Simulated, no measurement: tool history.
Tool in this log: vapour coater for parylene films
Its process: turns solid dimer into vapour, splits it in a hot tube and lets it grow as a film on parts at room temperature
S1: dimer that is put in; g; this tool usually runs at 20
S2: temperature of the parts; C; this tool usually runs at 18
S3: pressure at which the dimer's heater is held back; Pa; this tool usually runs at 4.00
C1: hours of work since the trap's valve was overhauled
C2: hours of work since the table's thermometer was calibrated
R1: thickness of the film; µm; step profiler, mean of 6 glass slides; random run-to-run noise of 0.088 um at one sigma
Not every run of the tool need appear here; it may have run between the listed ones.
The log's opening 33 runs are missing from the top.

run   hour  S1  S2     S3   C1   C2     R1
 34  386.9  25  12  11.30  389  439  12.03
 35  402.1  35  24   7.89  397  446  11.52
 36  409.3  35  30   7.89  400  450   9.01
 37  423.1  35  30   7.89  407  457   8.89
 38  434.8  15  11   3.51  413  463   9.86
 39  450.9  26  11   9.56  421  471  13.82
 40  463.8  21  14   3.14  427  477  12.55
 41  476.1  10  14   5.11  433  483   5.31
 42  485.8  10  14   5.11  438  488   5.26
 43  499.4  22  18   4.42  445  495  10.42
 44  506.6  18  11   4.00  448  498  11.42

Predict the results of run 45:
 45  518.1  18  11  4.00  454  504   ?

{"run 45": {"R1": 11.44}}
The same run, on a tool lacking any hidden state, would have yielded R1 12.75 µm.
